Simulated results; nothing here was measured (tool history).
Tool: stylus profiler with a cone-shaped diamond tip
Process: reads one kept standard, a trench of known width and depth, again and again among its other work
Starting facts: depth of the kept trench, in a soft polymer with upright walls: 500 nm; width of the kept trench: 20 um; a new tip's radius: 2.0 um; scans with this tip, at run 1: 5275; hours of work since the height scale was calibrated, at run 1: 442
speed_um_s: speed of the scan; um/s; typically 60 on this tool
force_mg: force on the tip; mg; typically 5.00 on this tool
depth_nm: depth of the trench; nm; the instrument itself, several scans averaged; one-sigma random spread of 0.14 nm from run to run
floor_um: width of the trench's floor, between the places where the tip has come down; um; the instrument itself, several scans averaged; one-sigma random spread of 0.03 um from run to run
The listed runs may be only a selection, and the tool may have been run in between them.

run	day	speed_um_s	force_mg	scans with this tip	hours of work since the height scale was calibrated	depth_nm	floor_um
1	0.000	60	5.00	5275	442	505.56	17.08
2	3.346	144	5.00	5874	492	505.81	16.74
3	7.908	60	3.11	6690	560	503.99	17.01
4	11.850	60	5.00	7395	619	505.59	17.08
5	14.358	60	5.00	7844	657	505.62	17.11
6	17.692	60	7.41	8440	707	507.17	17.12

Run 7, settings as shown, results not yet in. Your forecast:
7	20.817	146	5.00	8999	754	?	?

depth_nm: 505.65 nm
floor_um: 16.77 um
With no hidden state in the tool, this same run would have given depth_nm 505.63 nm, floor_um 16.77 um.
